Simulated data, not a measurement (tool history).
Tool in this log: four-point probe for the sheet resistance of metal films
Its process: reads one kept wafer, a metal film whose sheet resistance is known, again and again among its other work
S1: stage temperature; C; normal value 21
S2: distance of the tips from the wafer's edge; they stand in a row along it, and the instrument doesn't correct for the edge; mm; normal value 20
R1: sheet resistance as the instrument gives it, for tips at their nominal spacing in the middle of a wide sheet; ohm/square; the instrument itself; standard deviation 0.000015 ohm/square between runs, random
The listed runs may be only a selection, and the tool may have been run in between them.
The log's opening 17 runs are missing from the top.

Run 18, hour 978.1: usual settings but S1 27 C. Result: R1 0.073233 ohm/square.
Run 19, hour 1045.2: usual settings but S1 33 C, S2 14 mm. Result: R1 0.073334 ohm/square.
At hour 1050.4: stage's thermometer calibrated.
Run 20, hour 1085.4: usual settings but S1 19 C, S2 21 mm. Result: R1 0.073286 ohm/square.
Run 21, hour 1123.2: usual settings but S1 31 C, S2 14 mm. Result: R1 0.073335 ohm/square.
Run 22, hour 1175.7: usual settings but S1 31 C, S2 14 mm. Result: R1 0.073362 ohm/square.
At hour 1185.9: stage's thermometer calibrated, once more.
Run 23, hour 1243.0: usual settings but S1 26 C, S2 3 mm. Result: R1 0.079559 ohm/square.
Run 24, hour 1280.7: usual settings but S1 26 C, S2 28 mm. Result: R1 0.073266 ohm/square.
Run 25, hour 1343.4: usual settings but S1 26 C, S2 28 mm. Result: R1 0.073250 ohm/square.
Run 26, hour 1388.1: usual settings but S1 26 C, S2 28 mm. Result: R1 0.073290 ohm/square.
Run 27, hour 1462.3: usual settings but S1 26 C, S2 28 mm. Result: R1 0.073295 ohm/square.
Run 28, hour 1504.2: usual settings but S1 20 C, S2 12 mm. Result: R1 0.073716 ohm/square.
Run 29, hour 1575.9: usual settings but S1 20 C, S2 12 mm. Result: R1 0.073739 ohm/square.
Run 30, hour 1617.7: usual settings but S1 29 C, S2 41 mm. Result: R1 0.073250 ohm/square.

Alternative continuations, all from the tool just after run 30; predict every row:
Run A, hour 1656.0: usual settings but S1 19 C, S2 14 mm. Result: R1 ?.
Run B, hour 1656.0: usual settings but S1 31 C, S2 15 mm. Result: R1 ?.
Run C, hour 1656.0: usual settings but S1 26 C, S2 25 mm. Result: R1 ?.

run        R1
  A  0.073670
  B  0.073486
  C  0.073346
With the hidden condition removed and each run's random variation left untouched, the same runs would have given:
run        R1
  A  0.072783
  B  0.072601
  C  0.072463
